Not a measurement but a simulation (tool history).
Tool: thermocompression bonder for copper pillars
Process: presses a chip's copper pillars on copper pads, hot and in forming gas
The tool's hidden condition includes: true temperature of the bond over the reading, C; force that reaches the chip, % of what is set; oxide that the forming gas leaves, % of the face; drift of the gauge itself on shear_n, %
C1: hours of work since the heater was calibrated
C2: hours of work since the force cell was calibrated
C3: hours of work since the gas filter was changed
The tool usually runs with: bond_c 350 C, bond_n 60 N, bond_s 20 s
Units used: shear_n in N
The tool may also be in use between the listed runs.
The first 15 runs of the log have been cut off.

{"run": 16, "hour": 97.7, "bond_c": 342, "bond_n": 60, "bond_s": 41, "C1": 403, "C2": 222, "C3": 52, "shear_n": 95.5}
{"run": 17, "hour": 104.2, "bond_c": 350, "bond_n": 54, "bond_s": 20, "C1": 407, "C2": 225, "C3": 56, "shear_n": 82.8}
{"run": 18, "hour": 111.4, "bond_c": 350, "bond_n": 72, "bond_s": 20, "C1": 411, "C2": 230, "C3": 60, "shear_n": 93.1}
{"run": 19, "hour": 117.7, "bond_c": 350, "bond_n": 72, "bond_s": 20, "C1": 415, "C2": 233, "C3": 63, "shear_n": 93.2}
{"hour": 119.7, "done": "force cell calibrated"}
{"run": 20, "hour": 124.1, "bond_c": 350, "bond_n": 72, "bond_s": 20, "C1": 418, "C2": 3, "C3": 66, "shear_n": 91.9}
{"run": 21, "hour": 130.2, "bond_c": 362, "bond_n": 72, "bond_s": 22, "C1": 421, "C2": 6, "C3": 70, "shear_n": 100.3}
{"run": 22, "hour": 134.5, "bond_c": 362, "bond_n": 72, "bond_s": 22, "C1": 424, "C2": 9, "C3": 72, "shear_n": 100.9}
{"run": 23, "hour": 139.4, "bond_c": 362, "bond_n": 72, "bond_s": 22, "C1": 426, "C2": 11, "C3": 75, "shear_n": 100.4}
{"run": 24, "hour": 148.7, "bond_c": 340, "bond_n": 43, "bond_s": 22, "C1": 432, "C2": 17, "C3": 81, "shear_n": 68.8}
{"run": 25, "hour": 155.7, "bond_c": 350, "bond_n": 47, "bond_s": 40, "C1": 436, "C2": 21, "C3": 85, "shear_n": 90.9}
{"run": 26, "hour": 163.7, "bond_c": 355, "bond_n": 59, "bond_s": 16, "C1": 440, "C2": 25, "C3": 89, "shear_n": 83.5}
{"run": 27, "hour": 172.8, "bond_c": 355, "bond_n": 83, "bond_s": 16, "C1": 446, "C2": 31, "C3": 94, "shear_n": 95.1}
{"hour": 177.6, "done": "force cell calibrated, once more"}
{"run": 28, "hour": 178.7, "bond_c": 355, "bond_n": 83, "bond_s": 16, "C1": 448, "C2": 1, "C3": 97, "shear_n": 95.8}
{"run": 29, "hour": 187.9, "bond_c": 350, "bond_n": 66, "bond_s": 20, "C1": 454, "C2": 6, "C3": 102, "shear_n": 89.7}
{"run": 30, "hour": 194.9, "bond_c": 350, "bond_n": 66, "bond_s": 20, "C1": 458, "C2": 10, "C3": 106, "shear_n": 89.6}
{"run": 31, "hour": 200.0, "bond_c": 350, "bond_n": 66, "bond_s": 20, "C1": 461, "C2": 13, "C3": 109, "shear_n": 89.7}

Estimate the outcome of run 32 from the log above:
{"run": 32, "hour": 203.8, "bond_c": 357, "bond_n": 75, "bond_s": 20, "C1": 463, "C2": 15, "C3": 112, "shear_n": "?"}

{"run 32": {"shear_n": 96.5}}
With no hidden state in the tool, this same run would have given shear_n 97.4 N.
